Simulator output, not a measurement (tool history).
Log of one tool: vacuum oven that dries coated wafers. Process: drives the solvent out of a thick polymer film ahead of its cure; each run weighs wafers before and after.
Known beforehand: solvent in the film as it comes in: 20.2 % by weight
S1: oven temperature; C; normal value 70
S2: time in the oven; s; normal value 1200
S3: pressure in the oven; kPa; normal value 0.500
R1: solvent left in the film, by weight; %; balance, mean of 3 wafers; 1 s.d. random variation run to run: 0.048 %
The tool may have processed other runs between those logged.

{"run": 1, "hour": 0.0, "S1": 70, "S2": 1200, "S3": 0.5, "R1": 1.8}
{"run": 2, "hour": 21.8, "S1": 70, "S2": 1200, "S3": 0.5, "R1": 1.73}
{"run": 3, "hour": 32.2, "S1": 70, "S2": 1200, "S3": 0.5, "R1": 1.73}
{"run": 4, "hour": 50.0, "S1": 70, "S2": 1020, "S3": 0.5, "R1": 2.3}
{"run": 5, "hour": 68.9, "S1": 70, "S2": 720, "S3": 0.5, "R1": 3.78}
{"run": 6, "hour": 90.7, "S1": 70, "S2": 1020, "S3": 0.5, "R1": 2.23}
{"run": 7, "hour": 104.2, "S1": 70, "S2": 1020, "S3": 0.5, "R1": 2.17}
{"run": 8, "hour": 128.1, "S1": 70, "S2": 900, "S3": 0.5, "R1": 2.7}
{"run": 9, "hour": 151.5, "S1": 70, "S2": 900, "S3": 0.5, "R1": 2.73}
{"run": 10, "hour": 169.5, "S1": 70, "S2": 900, "S3": 0.5, "R1": 2.65}
{"run": 11, "hour": 192.6, "S1": 70, "S2": 900, "S3": 0.5, "R1": 2.74}
{"run": 12, "hour": 206.2, "S1": 70, "S2": 900, "S3": 0.5, "R1": 2.76}
{"run": 13, "hour": 223.1, "S1": 70, "S2": 900, "S3": 0.5, "R1": 2.66}
{"run": 14, "hour": 236.4, "S1": 78, "S2": 900, "S3": 0.493, "R1": 0.83}
{"run": 15, "hour": 253.2, "S1": 62, "S2": 1020, "S3": 1.724, "R1": 7.2}
{"run": 16, "hour": 273.0, "S1": 62, "S2": 1020, "S3": 1.724, "R1": 7.12}
{"run": 17, "hour": 298.1, "S1": 67, "S2": 660, "S3": 1.173, "R1": 6.23}
{"run": 18, "hour": 322.8, "S1": 55, "S2": 840, "S3": 0.743, "R1": 10.58}
{"run": 19, "hour": 337.7, "S1": 61, "S2": 720, "S3": 0.743, "R1": 8.5}
{"run": 20, "hour": 354.5, "S1": 84, "S2": 1200, "S3": 0.684, "R1": 0.49}
{"run": 21, "hour": 372.4, "S1": 81, "S2": 840, "S3": 0.319, "R1": 0.48}
{"run": 22, "hour": 387.8, "S1": 81, "S2": 840, "S3": 0.319, "R1": 0.44}
{"run": 23, "hour": 406.3, "S1": 79, "S2": 1920, "S3": 1.469, "R1": 1.14}
{"run": 24, "hour": 431.5, "S1": 79, "S2": 1140, "S3": 1.469, "R1": 1.24}
{"run": 25, "hour": 455.3, "S1": 79, "S2": 1200, "S3": 0.958, "R1": 0.81}
{"run": 26, "hour": 473.2, "S1": 79, "S2": 1200, "S3": 0.958, "R1": 0.83}

Predict each of these 4 candidate next runs independently; none follows another, all start after run 26:
{"run": "A", "hour": 486.2, "S1": 70, "S2": 1200, "S3": 0.53, "R1": "?"}
{"run": "B", "hour": 486.2, "S1": 61, "S2": 1200, "S3": 1.888, "R1": "?"}
{"run": "C", "hour": 486.2, "S1": 70, "S2": 1140, "S3": 0.649, "R1": "?"}
{"run": "D", "hour": 486.2, "S1": 74, "S2": 1200, "S3": 0.958, "R1": "?"}

run=A R1=1.80
run=B R1=6.89
run=C R1=1.96
run=D R1=1.33
The same runs, with their run-to-run variation unchanged, on a tool lacking any hidden condition would have given:
run=A R1=1.98
run=B R1=7.35
run=C R1=2.16
run=D R1=1.39
